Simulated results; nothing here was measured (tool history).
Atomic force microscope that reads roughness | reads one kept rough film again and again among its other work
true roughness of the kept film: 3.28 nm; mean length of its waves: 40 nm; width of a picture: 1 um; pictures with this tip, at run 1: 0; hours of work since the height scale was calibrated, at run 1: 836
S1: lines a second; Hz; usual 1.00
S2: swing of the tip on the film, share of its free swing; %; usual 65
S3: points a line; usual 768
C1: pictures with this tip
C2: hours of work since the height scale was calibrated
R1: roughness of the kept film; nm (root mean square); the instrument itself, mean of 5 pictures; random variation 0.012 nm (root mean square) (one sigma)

{"run": 1, "hour": 0.0, "S1": 1.0, "S2": 65, "S3": 768, "C1": 0, "C2": 836, "R1": 2.931}
{"run": 2, "hour": 28.6, "S1": 1.0, "S2": 65, "S3": 768, "C1": 48, "C2": 854, "R1": 2.819}
{"run": 3, "hour": 48.1, "S1": 2.41, "S2": 65, "S3": 768, "C1": 81, "C2": 866, "R1": 2.606}
{"run": 4, "hour": 68.5, "S1": 2.41, "S2": 65, "S3": 768, "C1": 115, "C2": 878, "R1": 2.573}
{"run": 5, "hour": 85.9, "S1": 2.41, "S2": 65, "S3": 768, "C1": 145, "C2": 888, "R1": 2.517}
{"run": 6, "hour": 105.4, "S1": 1.0, "S2": 65, "S3": 768, "C1": 178, "C2": 900, "R1": 2.616}
{"run": 7, "hour": 140.7, "S1": 1.5, "S2": 65, "S3": 768, "C1": 237, "C2": 922, "R1": 2.485}
{"run": 8, "hour": 167.1, "S1": 1.5, "S2": 65, "S3": 768, "C1": 281, "C2": 938, "R1": 2.413}
{"run": 9, "hour": 192.3, "S1": 1.5, "S2": 65, "S3": 768, "C1": 324, "C2": 953, "R1": 2.356}
{"hour": 200.2, "done": "new tip fitted"}
{"run": 10, "hour": 225.0, "S1": 1.5, "S2": 65, "S3": 768, "C1": 42, "C2": 973, "R1": 2.782}
{"run": 11, "hour": 241.5, "S1": 1.0, "S2": 65, "S3": 768, "C1": 70, "C2": 983, "R1": 2.809}
{"run": 12, "hour": 256.8, "S1": 1.0, "S2": 65, "S3": 768, "C1": 95, "C2": 992, "R1": 2.765}
{"run": 13, "hour": 280.9, "S1": 1.0, "S2": 65, "S3": 532, "C1": 136, "C2": 1007, "R1": 2.713}
{"run": 14, "hour": 296.8, "S1": 1.0, "S2": 65, "S3": 393, "C1": 163, "C2": 1016, "R1": 2.647}
{"run": 15, "hour": 328.9, "S1": 1.0, "S2": 65, "S3": 393, "C1": 217, "C2": 1036, "R1": 2.558}
{"run": 16, "hour": 361.0, "S1": 1.0, "S2": 65, "S3": 768, "C1": 271, "C2": 1055, "R1": 2.493}
{"run": 17, "hour": 389.1, "S1": 1.08, "S2": 65, "S3": 768, "C1": 318, "C2": 1072, "R1": 2.435}
{"hour": 399.7, "done": "new tip fitted"}
{"run": 18, "hour": 414.5, "S1": 1.0, "S2": 65, "S3": 529, "C1": 25, "C2": 1087, "R1": 2.88}
{"run": 19, "hour": 448.0, "S1": 1.0, "S2": 65, "S3": 529, "C1": 81, "C2": 1108, "R1": 2.769}
{"run": 20, "hour": 484.8, "S1": 1.55, "S2": 67, "S3": 529, "C1": 143, "C2": 1130, "R1": 2.597}
{"run": 21, "hour": 501.8, "S1": 0.98, "S2": 78, "S3": 481, "C1": 172, "C2": 1140, "R1": 2.528}
{"run": 22, "hour": 519.0, "S1": 1.0, "S2": 87, "S3": 768, "C1": 201, "C2": 1151, "R1": 2.379}
{"run": 23, "hour": 545.3, "S1": 2.89, "S2": 76, "S3": 629, "C1": 245, "C2": 1167, "R1": 2.136}
{"run": 24, "hour": 580.0, "S1": 2.58, "S2": 65, "S3": 768, "C1": 303, "C2": 1188, "R1": 2.288}
{"run": 25, "hour": 597.3, "S1": 0.57, "S2": 65, "S3": 415, "C1": 332, "C2": 1198, "R1": 2.454}
{"hour": 600.3, "done": "new tip fitted"}
{"run": 26, "hour": 615.4, "S1": 0.57, "S2": 65, "S3": 415, "C1": 25, "C2": 1209, "R1": 2.934}
{"run": 27, "hour": 647.5, "S1": 1.04, "S2": 65, "S3": 268, "C1": 79, "C2": 1229, "R1": 2.785}
{"run": 28, "hour": 681.3, "S1": 1.51, "S2": 65, "S3": 302, "C1": 136, "C2": 1249, "R1": 2.626}
{"run": 29, "hour": 712.3, "S1": 4.0, "S2": 72, "S3": 768, "C1": 188, "C2": 1268, "R1": 2.196}
{"run": 30, "hour": 729.3, "S1": 1.0, "S2": 65, "S3": 379, "C1": 217, "C2": 1278, "R1": 2.599}
{"run": 31, "hour": 756.5, "S1": 3.76, "S2": 87, "S3": 389, "C1": 262, "C2": 1295, "R1": 1.732}
{"run": 32, "hour": 780.1, "S1": 3.78, "S2": 56, "S3": 827, "C1": 302, "C2": 1309, "R1": 2.353}
{"hour": 802.6, "done": "new tip fitted"}
{"run": 33, "hour": 804.5, "S1": 3.78, "S2": 56, "S3": 827, "C1": 3, "C2": 1324, "R1": 2.805}
{"run": 34, "hour": 828.0, "S1": 3.78, "S2": 82, "S3": 682, "C1": 43, "C2": 1338, "R1": 2.124}
{"run": 35, "hour": 854.8, "S1": 3.23, "S2": 65, "S3": 265, "C1": 88, "C2": 1354, "R1": 2.516}
{"run": 36, "hour": 874.3, "S1": 2.79, "S2": 56, "S3": 265, "C1": 121, "C2": 1366, "R1": 2.646}
{"run": 37, "hour": 909.6, "S1": 0.96, "S2": 56, "S3": 332, "C1": 180, "C2": 1387, "R1": 2.664}
{"run": 38, "hour": 935.3, "S1": 1.27, "S2": 56, "S3": 332, "C1": 223, "C2": 1403, "R1": 2.587}

How the hidden state differs across the entries between the runs, from the last listed run before each to the first after it:
Between runs 9 and 10: new tip fitted (hour 200.2)
  radius of the tip, nm: 38.7 -> 13.5; height scale over the true one, %: 0.88 -> 0.9
  measured less the result without the state, R1: -0.481 -> -0.048 nm (root mean square)
Between runs 17 and 18: new tip fitted (hour 399.7)
  radius of the tip, nm: 37.7 -> 13.2; height scale over the true one, %: 1 -> 1.01
  measured less the result without the state, R1: -0.477 -> -0.040 nm (root mean square)
Between runs 25 and 26: new tip fitted (hour 600.3)
  radius of the tip, nm: 39.1 -> 12; height scale over the true one, %: 1.12 -> 1.13
  measured less the result without the state, R1: -0.501 -> -0.012 nm (root mean square)
Between runs 32 and 33: new tip fitted (hour 802.6)
  radius of the tip, nm: 35.9 -> 10.6; height scale over the true one, %: 1.22 -> 1.23
  measured less the result without the state, R1: -0.423 -> +0.022 nm (root mean square)

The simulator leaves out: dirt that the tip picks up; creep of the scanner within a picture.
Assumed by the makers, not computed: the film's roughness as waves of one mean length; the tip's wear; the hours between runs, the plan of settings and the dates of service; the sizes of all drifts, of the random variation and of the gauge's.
